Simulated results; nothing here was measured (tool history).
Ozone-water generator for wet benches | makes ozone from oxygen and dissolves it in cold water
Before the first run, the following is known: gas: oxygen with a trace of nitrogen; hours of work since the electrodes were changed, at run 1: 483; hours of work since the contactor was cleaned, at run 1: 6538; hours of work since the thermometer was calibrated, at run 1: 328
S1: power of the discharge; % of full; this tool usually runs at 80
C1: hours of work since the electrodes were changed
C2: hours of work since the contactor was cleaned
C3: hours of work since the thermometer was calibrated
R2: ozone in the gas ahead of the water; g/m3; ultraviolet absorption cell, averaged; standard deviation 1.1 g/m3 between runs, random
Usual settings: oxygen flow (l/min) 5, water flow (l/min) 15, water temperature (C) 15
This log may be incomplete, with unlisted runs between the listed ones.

{"run": 1, "day": 0.0, "S1": 80, "oxygen flow (l/min)": 5, "water flow (l/min)": 15, "water temperature (C)": 15, "C1": 483, "C2": 6538, "C3": 328, "dissolved ozone (ppm)": 25.8, "R2": 192.8}
{"run": 2, "day": 1.142, "S1": 80, "oxygen flow (l/min)": 5, "water flow (l/min)": 15, "water temperature (C)": 15, "C1": 503, "C2": 6558, "C3": 348, "dissolved ozone (ppm)": 25.5, "R2": 194.4}
{"run": 3, "day": 2.067, "S1": 80, "oxygen flow (l/min)": 5, "water flow (l/min)": 15, "water temperature (C)": 15, "C1": 519, "C2": 6575, "C3": 365, "dissolved ozone (ppm)": 26.1, "R2": 192.7}
{"run": 4, "day": 2.942, "S1": 80, "oxygen flow (l/min)": 5, "water flow (l/min)": 15, "water temperature (C)": 15, "C1": 535, "C2": 6590, "C3": 380, "dissolved ozone (ppm)": 25.7, "R2": 193.5}
{"run": 5, "day": 4.258, "S1": 80, "oxygen flow (l/min)": 5, "water flow (l/min)": 15, "water temperature (C)": 15, "C1": 558, "C2": 6614, "C3": 404, "dissolved ozone (ppm)": 26, "R2": 192.9}
{"run": 6, "day": 5.904, "S1": 80, "oxygen flow (l/min)": 5, "water flow (l/min)": 15, "water temperature (C)": 15, "C1": 588, "C2": 6643, "C3": 433, "dissolved ozone (ppm)": 25.9, "R2": 191.6}
{"run": 7, "day": 7.488, "S1": 80, "oxygen flow (l/min)": 5, "water flow (l/min)": 15, "water temperature (C)": 15, "C1": 616, "C2": 6671, "C3": 461, "dissolved ozone (ppm)": 25.8, "R2": 192.6}
{"run": 8, "day": 8.533, "S1": 80, "oxygen flow (l/min)": 5, "water flow (l/min)": 15, "water temperature (C)": 15, "C1": 634, "C2": 6690, "C3": 480, "dissolved ozone (ppm)": 25.7, "R2": 191}
{"run": 9, "day": 9.446, "S1": 80, "oxygen flow (l/min)": 5, "water flow (l/min)": 13, "water temperature (C)": 15, "C1": 651, "C2": 6706, "C3": 496, "dissolved ozone (ppm)": 28.4, "R2": 191.8}
{"run": 10, "day": 10.558, "S1": 80, "oxygen flow (l/min)": 5, "water flow (l/min)": 15, "water temperature (C)": 15, "C1": 670, "C2": 6726, "C3": 516, "dissolved ozone (ppm)": 25.9, "R2": 194}
{"day": 10.808, "done": "contactor cleaned"}
{"run": 11, "day": 12.412, "S1": 80, "oxygen flow (l/min)": 7.4, "water flow (l/min)": 15, "water temperature (C)": 15, "C1": 700, "C2": 29, "C3": 546, "dissolved ozone (ppm)": 22.7, "R2": 146.4}
{"run": 12, "day": 14.146, "S1": 45, "oxygen flow (l/min)": 5, "water flow (l/min)": 9, "water temperature (C)": 8, "C1": 731, "C2": 59, "C3": 577, "dissolved ozone (ppm)": 28.2, "R2": 138.6}
{"day": 14.892, "done": "contactor cleaned, once more"}
{"run": 13, "day": 16.004, "S1": 45, "oxygen flow (l/min)": 5, "water flow (l/min)": 9, "water temperature (C)": 8, "C1": 761, "C2": 20, "C3": 607, "dissolved ozone (ppm)": 30.5, "R2": 136.8}
{"run": 14, "day": 17.383, "S1": 69, "oxygen flow (l/min)": 6.16, "water flow (l/min)": 15, "water temperature (C)": 15, "C1": 786, "C2": 44, "C3": 632, "dissolved ozone (ppm)": 24.2, "R2": 152.2}
{"run": 15, "day": 18.312, "S1": 85, "oxygen flow (l/min)": 5, "water flow (l/min)": 15, "water temperature (C)": 16, "C1": 802, "C2": 61, "C3": 648, "dissolved ozone (ppm)": 27.7, "R2": 197.2}
{"run": 16, "day": 20.033, "S1": 85, "oxygen flow (l/min)": 2.63, "water flow (l/min)": 15, "water temperature (C)": 16, "C1": 833, "C2": 92, "C3": 679, "dissolved ozone (ppm)": 29.8, "R2": 302.8}
{"run": 17, "day": 21.3, "S1": 85, "oxygen flow (l/min)": 7.29, "water flow (l/min)": 15, "water temperature (C)": 15, "C1": 856, "C2": 114, "C3": 701, "dissolved ozone (ppm)": 26.1, "R2": 153.2}
{"run": 18, "day": 22.958, "S1": 73, "oxygen flow (l/min)": 7.29, "water flow (l/min)": 18, "water temperature (C)": 15, "C1": 885, "C2": 144, "C3": 731, "dissolved ozone (ppm)": 21.2, "R2": 140.9}
{"run": 19, "day": 23.975, "S1": 73, "oxygen flow (l/min)": 7.29, "water flow (l/min)": 18, "water temperature (C)": 15, "C1": 903, "C2": 162, "C3": 749, "dissolved ozone (ppm)": 21.1, "R2": 141.2}
{"run": 20, "day": 25.429, "S1": 73, "oxygen flow (l/min)": 2.83, "water flow (l/min)": 9, "water temperature (C)": 15, "C1": 929, "C2": 188, "C3": 775, "dissolved ozone (ppm)": 40.5, "R2": 262.7}
{"run": 21, "day": 27.088, "S1": 80, "oxygen flow (l/min)": 8.72, "water flow (l/min)": 15, "water temperature (C)": 15, "C1": 959, "C2": 217, "C3": 804, "dissolved ozone (ppm)": 24, "R2": 130.7}

Measured result minus the same run's result without the hidden state. Both carry the same run-to-run variation, though not necessarily the same gauge scatter:
Hidden state present: yield of the discharge, % of new electrodes'; contactor's efficiency, % of a clean one's; true water temperature over the reading, C; drift of the gauge itself on ozone_ppm, %; drift of the gauge itself on gas_g_m3, %.
run=1 dissolved_ozone_(ppm)=-1.7 R2=+0.1
run=2 dissolved_ozone_(ppm)=-1.7 R2=+0.1
run=3 dissolved_ozone_(ppm)=-1.7 R2=-0.1
run=4 dissolved_ozone_(ppm)=-1.7 R2=-0.1
run=5 dissolved_ozone_(ppm)=-1.8 R2=-0.2
run=6 dissolved_ozone_(ppm)=-1.8 R2=-0.4
run=7 dissolved_ozone_(ppm)=-1.8 R2=-0.5
run=8 dissolved_ozone_(ppm)=-1.8 R2=-0.6
run=9 dissolved_ozone_(ppm)=-1.8 R2=-0.7
run=10 dissolved_ozone_(ppm)=-1.9 R2=-0.8
run=11 dissolved_ozone_(ppm)=-3.1 R2=-0.8
run=12 dissolved_ozone_(ppm)=-2.7 R2=-0.5
run=13 dissolved_ozone_(ppm)=-0.2 R2=-0.6
run=14 dissolved_ozone_(ppm)=-0.2 R2=-1
run=15 dissolved_ozone_(ppm)=-0.2 R2=-1.5
run=16 dissolved_ozone_(ppm)=-0.3 R2=-2.7
run=17 dissolved_ozone_(ppm)=-0.3 R2=-1.4
run=18 dissolved_ozone_(ppm)=-0.2 R2=-1.3
run=19 dissolved_ozone_(ppm)=-0.3 R2=-1.4
run=20 dissolved_ozone_(ppm)=-0.5 R2=-2.7
run=21 dissolved_ozone_(ppm)=-0.4 R2=-1.5
